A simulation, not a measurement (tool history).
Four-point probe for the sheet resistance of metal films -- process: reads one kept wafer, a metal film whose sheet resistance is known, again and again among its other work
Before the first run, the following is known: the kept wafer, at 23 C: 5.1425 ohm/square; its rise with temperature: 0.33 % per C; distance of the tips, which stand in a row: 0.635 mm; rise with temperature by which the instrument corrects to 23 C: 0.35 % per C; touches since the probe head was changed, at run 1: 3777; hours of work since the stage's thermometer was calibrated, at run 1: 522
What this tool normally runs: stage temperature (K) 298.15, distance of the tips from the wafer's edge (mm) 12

run   hour  stage temperature (K)  distance of the tips from the wafer's edge (mm)  touches since the probe head was changed  hours of work since the stage's thermometer was calibrated  sheet resistance as the instrument gives it (ohm/square)
  1    0.0                 298.15                                               12                                      3777                                                         522                                                  5.129277
  2   12.2                 298.15                                               12                                      4243                                                         528                                                  5.129278
  3   26.9                 298.15                                               12                                      4800                                                         535                                                  5.128338
  4   42.1                 298.15                                               12                                      5378                                                         543                                                  5.127678
  5   53.0                 298.15                                               12                                      5795                                                         548                                                  5.127024
  6   71.5                 298.15                                               12                                      6500                                                         557                                                  5.127757
  7   87.9                 298.15                                                6                                      7121                                                         566                                                  5.149903
  8  106.3                 298.15                                                6                                      7821                                                         575                                                  5.151624
  9  118.4                 298.15                                               37                                      8284                                                         581                                                  5.119619
 10  130.9                 298.15                                               37                                      8757                                                         587                                                  5.119265
 11  139.5                 298.15                                               37                                      9085                                                         591                                                  5.120712
 12  150.9                 298.15                                               37                                      9519                                                         597                                                  5.121883
 13  163.3                 298.15                                               37                                      9992                                                         603                                                  5.121026
 14  176.9                 298.15                                               37                                     10509                                                         610                                                  5.120114
 15  189.8                 302.15                                               12                                     11000                                                         616                                                  5.122672
 16  207.5                 298.15                                               18                                     11674                                                         625                                                  5.123594
 17  219.2                 307.15                                               18                                     12119                                                         631                                                  5.113150
 18  238.6                 298.15                                                7                                     12858                                                         640                                                  5.141647
 19  254.3                 298.15                                                7                                     13455                                                         648                                                  5.142590
 20  265.2                 298.15                                                7                                     13870                                                         653                                                  5.140139
     267.2  -- stage's thermometer calibrated
 21  275.2                 297.15                                               12                                     14232                                                           4                                                  5.127635
 22  292.5                 298.15                                               12                                     14890                                                          12                                                  5.126139
 23  305.4                 298.15                                               10                                     15382                                                          19                                                  5.129970
 24  322.8                 298.15                                               10                                     16044                                                          28                                                  5.129625
 25  336.7                 306.15                                                7                                     16573                                                          34                                                  5.131629
     341.4  -- stage's thermometer calibrated, once more
 26  358.3                 306.15                                                7                                     17374                                                           8                                                  5.134665
 27  371.0                 306.15                                                7                                     17858                                                          15                                                  5.136391
 28  389.9                 304.15                                               38                                     18577                                                          24                                                  5.114807
 29  409.3                 304.15                                               38                                     19317                                                          34                                                  5.116542
 30  426.8                 301.15                                               17                                     19983                                                          42                                                  5.118726
 31  435.3                 301.15                                               17                                     20306                                                          46                                                  5.122101
 32  454.2                 301.15                                               17                                     21026                                                          56                                                  5.119212
 33  467.9                 292.15                                               17                                     21545                                                          63                                                  5.130465
 34  477.2                 293.15                                                7                                     21899                                                          67                                                  5.148400
 35  492.1                 293.15                                                7                                     22467                                                          75                                                  5.146819
 36  510.9                 306.15                                                7                                     23183                                                          84                                                  5.133377
 37  528.0                 296.15                                               12                                     23832                                                          92                                                  5.128828
 38  536.6                 298.15                                               19                                     24159                                                          97                                                  5.122417
 39  548.0                 295.15                                               34                                     24595                                                         102                                                  5.122837
 40  566.8                 295.15                                               67                                     25309                                                         112                                                  5.121044
 41  587.6                 295.15                                               67                                     26103                                                         122                                                  5.123495
 42  604.4                 295.15                                               67                                     26741                                                         130                                                  5.120240
 43  620.0                 295.15                                               67                                     27336                                                         138                                                  5.121248
 44  636.8                 298.15                                               46                                     27974                                                         146                                                  5.118290
 45  652.6                 298.15                                               12                                     28575                                                         154                                                  5.125701

Below are 3 alternative next runs, each starting from the tool's condition after run 45. Predict each:
  A  670.3                 297.15                                                5                                     29247                                                         163                                                         ?
  B  670.3                 295.15                                               27                                     29247                                                         163                                                         ?
  C  670.3                 299.15                                               32                                     29247                                                         163                                                         ?

run  sheet resistance as the instrument gives it (ohm/square)
  A                                                  5.163048
  B                                                  5.122736
  C                                                  5.116024
The same runs, with their run-to-run variation unchanged, on a tool lacking any hidden condition would have given:
run  sheet resistance as the instrument gives it (ohm/square)
  A                                                  5.186184
  B                                                  5.145698
  C                                                  5.138973

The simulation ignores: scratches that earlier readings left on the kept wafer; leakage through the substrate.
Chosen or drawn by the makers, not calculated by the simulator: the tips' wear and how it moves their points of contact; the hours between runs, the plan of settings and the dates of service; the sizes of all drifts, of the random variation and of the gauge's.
